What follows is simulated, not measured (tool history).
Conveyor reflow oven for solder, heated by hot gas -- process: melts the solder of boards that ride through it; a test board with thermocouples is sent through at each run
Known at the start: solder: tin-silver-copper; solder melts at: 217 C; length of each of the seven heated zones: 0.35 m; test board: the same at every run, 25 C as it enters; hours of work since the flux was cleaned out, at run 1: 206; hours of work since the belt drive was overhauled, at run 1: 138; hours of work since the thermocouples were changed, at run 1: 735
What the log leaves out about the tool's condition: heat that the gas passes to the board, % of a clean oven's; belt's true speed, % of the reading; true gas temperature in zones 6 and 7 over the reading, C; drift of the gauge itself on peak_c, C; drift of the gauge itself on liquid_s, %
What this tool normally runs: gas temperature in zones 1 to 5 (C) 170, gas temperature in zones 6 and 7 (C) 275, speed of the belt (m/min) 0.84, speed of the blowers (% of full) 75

run  hour  gas temperature in zones 1 to 5 (C)  gas temperature in zones 6 and 7 (C)  speed of the belt (m/min)  speed of the blowers (% of full)  hours of work since the flux was cleaned out  hours of work since the belt drive was overhauled  hours of work since the thermocouples were changed  highest temperature of the board (C)  time above the solder's melting point (s)
  1   0.0                                  170                                   275                       0.84                                75                                           206                                                138                                                 735                                 253.4                                      36.53
  2   9.8                                  170                                   275                       0.83                                75                                           213                                                146                                                 742                                 254.1                                      37.41
  3  16.7                                  170                                   275                       0.83                                75                                           219                                                151                                                 748                                 254.0                                      37.34
  4  27.0                                  170                                   275                       0.84                                75                                           227                                                159                                                 756                                 253.6                                      36.73
  5  32.7                                  170                                   275                       0.84                                72                                           231                                                163                                                 760                                 252.5                                      36.39
  6  42.9                                  170                                   275                       0.84                                72                                           239                                                171                                                 768                                 252.5                                      36.18
  7  53.4                                  170                                   275                       0.84                                72                                           247                                                179                                                 776                                 252.9                                      35.96
  8  58.3                                  170                                   275                       0.84                                72                                           250                                                183                                                 779                                 252.8                                      36.20
  9  64.1                                  170                                   275                       0.84                                72                                           255                                                187                                                 784                                 252.4                                      36.11
 10  69.4                                  170                                   275                       0.84                                72                                           259                                                191                                                 788                                 252.3                                      36.09
 11  75.7                                  170                                   275                       0.84                                75                                           264                                                196                                                 793                                 253.2                                      36.46
 12  85.0                                  170                                   275                       0.84                                75                                           271                                                203                                                 800                                 253.3                                      36.33
 13  92.9                                  170                                   275                       0.84                                75                                           277                                                209                                                 806                                 253.0                                      36.35

Run 14, settings as shown, results not yet in. Your forecast:
 14  102.6                                  171                                   279                       0.84                                75                                           284                                                217                                                 813                                     ?                                          ?

{"run 14": {"highest temperature of the board (C)": 256.5, "time above the solder's melting point (s)": 38.19}}
If the tool had no hidden condition, the same run with the same run-to-run variation would have returned highest temperature of the board (C) 260.5, time above the solder's melting point (s) 39.94.
